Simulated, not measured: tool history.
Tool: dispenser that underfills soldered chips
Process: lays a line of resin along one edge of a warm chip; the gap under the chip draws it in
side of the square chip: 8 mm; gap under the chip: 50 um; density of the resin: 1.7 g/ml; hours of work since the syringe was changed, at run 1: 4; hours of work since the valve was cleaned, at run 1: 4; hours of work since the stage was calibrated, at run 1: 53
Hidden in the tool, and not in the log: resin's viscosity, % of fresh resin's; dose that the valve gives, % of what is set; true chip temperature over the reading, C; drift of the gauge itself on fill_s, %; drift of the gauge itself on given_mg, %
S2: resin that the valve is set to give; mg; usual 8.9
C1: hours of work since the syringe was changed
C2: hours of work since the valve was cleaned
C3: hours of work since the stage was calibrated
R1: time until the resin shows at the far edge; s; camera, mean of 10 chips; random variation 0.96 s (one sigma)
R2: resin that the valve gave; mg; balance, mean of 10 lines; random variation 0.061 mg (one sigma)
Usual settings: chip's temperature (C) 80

{"run": 1, "hour": 0.0, "chip's temperature (C)": 80, "S2": 8.9, "C1": 4, "C2": 4, "C3": 53, "R1": 126.5, "R2": 8.9}
{"hour": 2.3, "done": "new syringe of resin"}
{"run": 2, "hour": 3.3, "chip's temperature (C)": 80, "S2": 8.9, "C1": 1, "C2": 6, "C3": 55, "R1": 94.7, "R2": 8.79}
{"run": 3, "hour": 9.3, "chip's temperature (C)": 94, "S2": 8.9, "C1": 4, "C2": 9, "C3": 59, "R1": 70.9, "R2": 8.72}
{"hour": 11.0, "done": "new syringe of resin"}
{"run": 4, "hour": 13.0, "chip's temperature (C)": 94, "S2": 8.9, "C1": 1, "C2": 12, "C3": 61, "R1": 56.8, "R2": 8.78}
{"run": 5, "hour": 17.8, "chip's temperature (C)": 87, "S2": 8.9, "C1": 4, "C2": 15, "C3": 64, "R1": 96.2, "R2": 8.91}
{"hour": 19.8, "done": "new syringe of resin"}
{"run": 6, "hour": 23.2, "chip's temperature (C)": 81, "S2": 8.9, "C1": 2, "C2": 18, "C3": 67, "R1": 104.1, "R2": 8.75}
{"run": 7, "hour": 27.7, "chip's temperature (C)": 80, "S2": 10.14, "C1": 5, "C2": 20, "C3": 70, "R1": 136, "R2": 9.98}

Forecast run 8:
{"hour": 28.5, "done": "new syringe of resin"}
{"run": 8, "hour": 33.6, "chip's temperature (C)": 74, "S2": 11.25, "C1": 3, "C2": 24, "C3": 73, "R1": "?", "R2": "?"}

{"run 8": {"R1": 153.2, "R2": 11.03}}
Without the tool's hidden state the same run would have given R1 115.4 s, R2 11.17 mg.
